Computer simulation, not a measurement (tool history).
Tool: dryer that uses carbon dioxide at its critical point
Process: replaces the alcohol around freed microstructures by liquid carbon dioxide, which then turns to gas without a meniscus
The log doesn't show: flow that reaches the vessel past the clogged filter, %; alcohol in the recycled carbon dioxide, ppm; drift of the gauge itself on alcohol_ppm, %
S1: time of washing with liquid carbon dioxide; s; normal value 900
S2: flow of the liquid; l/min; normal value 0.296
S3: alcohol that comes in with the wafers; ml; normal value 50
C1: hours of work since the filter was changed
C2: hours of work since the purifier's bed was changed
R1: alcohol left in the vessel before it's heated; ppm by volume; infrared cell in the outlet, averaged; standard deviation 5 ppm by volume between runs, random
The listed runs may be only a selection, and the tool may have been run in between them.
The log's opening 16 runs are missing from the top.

run	day	S1	S2	S3	C1	C2	R1
17	6.183	900	0.296	50	41	260	180
18	6.654	900	0.296	50	48	267	198
19	6.950	900	0.296	50	52	271	208
20	7.292	900	0.296	50	57	276	205
21	7.704	1140	0.296	50	63	282	168
22	7.971	1140	0.296	50	67	286	168
23	8.212	900	0.296	50	70	289	206
24	8.671	900	0.296	50	77	296	224
25	8.971	900	0.296	50	81	300	223
26	9.296	900	0.296	50	86	305	223
27	9.496	1080	0.259	91	89	308	235
28	9.796	780	0.223	93	93	312	1466
29	10.067	660	0.223	93	97	316	2881
30	10.438	900	0.296	22	103	322	199
31	10.908	660	0.296	50	110	329	582
32	11.329	900	0.491	31	116	335	193
33	11.542	1380	0.368	23	119	338	185
34	11.888	1380	0.368	23	124	343	192

What will run 35 give?
35	12.183	840	0.296	101	128	347	?

Run 35 came out at R1 387 ppm by volume.
With the hidden condition absent and the run-to-run variation left alone, this run would have shown R1 152 ppm by volume.
